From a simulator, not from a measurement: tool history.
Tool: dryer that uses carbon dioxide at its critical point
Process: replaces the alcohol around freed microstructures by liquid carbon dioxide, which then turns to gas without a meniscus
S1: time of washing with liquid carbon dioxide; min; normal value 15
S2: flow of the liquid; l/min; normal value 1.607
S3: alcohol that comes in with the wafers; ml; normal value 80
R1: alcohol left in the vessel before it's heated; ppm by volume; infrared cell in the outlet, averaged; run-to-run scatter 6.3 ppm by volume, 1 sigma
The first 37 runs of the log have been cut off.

run,day,S1,S2,S3,R1
38,50.742,15,2.28,117,308
39,52.596,10,1.88,38,597
40,53.567,10,1.88,38,633
41,55.221,16,1.31,67,683
42,57.125,12,1.75,21,386
43,58.975,14,0.99,39,1122
44,60.45,15,1.607,68,528
45,61.5,15,1.607,68,537
46,63.162,15,1.23,65,1005

Branching from run 46: 5 alternative next runs. What would each branch give?
A,63.938,15,1.41,58,?
B,63.938,11,1.43,23,?
C,63.938,13,1.607,80,?
D,63.938,15,1.607,83,?
E,63.938,15,1.78,59,?

run,R1
A,661
B,659
C,876
D,613
E,440
What these runs would have given with no unlogged condition in the tool:
run,R1
A,303
B,325
C,453
D,255
E,133
